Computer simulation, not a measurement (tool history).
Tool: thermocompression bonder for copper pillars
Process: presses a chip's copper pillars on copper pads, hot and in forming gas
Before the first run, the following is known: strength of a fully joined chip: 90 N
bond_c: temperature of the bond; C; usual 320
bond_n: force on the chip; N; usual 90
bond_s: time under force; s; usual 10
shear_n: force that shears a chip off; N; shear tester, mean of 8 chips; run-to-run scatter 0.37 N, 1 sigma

{"run": 1, "hour": 0.0, "bond_c": 320, "bond_n": 90, "bond_s": 10, "shear_n": 52.9}
{"run": 2, "hour": 9.3, "bond_c": 320, "bond_n": 90, "bond_s": 10, "shear_n": 53.0}
{"run": 3, "hour": 15.9, "bond_c": 320, "bond_n": 90, "bond_s": 10, "shear_n": 52.3}
{"run": 4, "hour": 25.7, "bond_c": 320, "bond_n": 90, "bond_s": 23, "shear_n": 65.3}
{"run": 5, "hour": 33.9, "bond_c": 320, "bond_n": 90, "bond_s": 23, "shear_n": 66.0}
{"run": 6, "hour": 39.5, "bond_c": 320, "bond_n": 77, "bond_s": 10, "shear_n": 46.1}
{"run": 7, "hour": 52.1, "bond_c": 320, "bond_n": 77, "bond_s": 10, "shear_n": 45.7}
{"run": 8, "hour": 65.2, "bond_c": 310, "bond_n": 90, "bond_s": 10, "shear_n": 47.5}
{"run": 9, "hour": 77.6, "bond_c": 310, "bond_n": 59, "bond_s": 10, "shear_n": 31.0}
{"run": 10, "hour": 90.1, "bond_c": 310, "bond_n": 59, "bond_s": 10, "shear_n": 30.7}
{"run": 11, "hour": 97.6, "bond_c": 328, "bond_n": 132, "bond_s": 20, "shear_n": 78.6}
{"run": 12, "hour": 108.1, "bond_c": 315, "bond_n": 90, "bond_s": 9, "shear_n": 47.2}
{"run": 13, "hour": 117.2, "bond_c": 322, "bond_n": 90, "bond_s": 10, "shear_n": 52.5}
{"run": 14, "hour": 123.2, "bond_c": 294, "bond_n": 57, "bond_s": 29, "shear_n": 35.5}
{"run": 15, "hour": 129.6, "bond_c": 313, "bond_n": 90, "bond_s": 10, "shear_n": 48.3}
{"run": 16, "hour": 137.5, "bond_c": 343, "bond_n": 92, "bond_s": 9, "shear_n": 62.8}
{"run": 17, "hour": 143.4, "bond_c": 343, "bond_n": 108, "bond_s": 12, "shear_n": 72.6}
{"run": 18, "hour": 151.4, "bond_c": 320, "bond_n": 130, "bond_s": 14, "shear_n": 70.5}
{"run": 19, "hour": 162.6, "bond_c": 346, "bond_n": 85, "bond_s": 7, "shear_n": 57.4}
{"run": 20, "hour": 170.2, "bond_c": 346, "bond_n": 85, "bond_s": 7, "shear_n": 56.8}

Below, each run's measurement less what the same run would have read without the hidden state. Both values contain the same run-to-run variation, but the gauge's scatter may not be the same in both:
Hidden conditions of the tool in this case: true temperature of the bond over the reading, C; force that reaches the chip, % of what is set; oxide that the forming gas leaves, % of the face; drift of the gauge itself on shear_n, %.
run=1 shear_n=-3.4
run=2 shear_n=-3.4
run=3 shear_n=-3.6
run=4 shear_n=-3.9
run=5 shear_n=-4.0
run=6 shear_n=-3.6
run=7 shear_n=-3.7
run=8 shear_n=-4.0
run=9 shear_n=-3.0
run=10 shear_n=-3.0
run=11 shear_n=-4.6
run=12 shear_n=-4.3
run=13 shear_n=-4.7
run=14 shear_n=-3.9
run=15 shear_n=-4.7
run=16 shear_n=-5.2
run=17 shear_n=-5.5
run=18 shear_n=-5.7
run=19 shear_n=-5.4
run=20 shear_n=-5.4
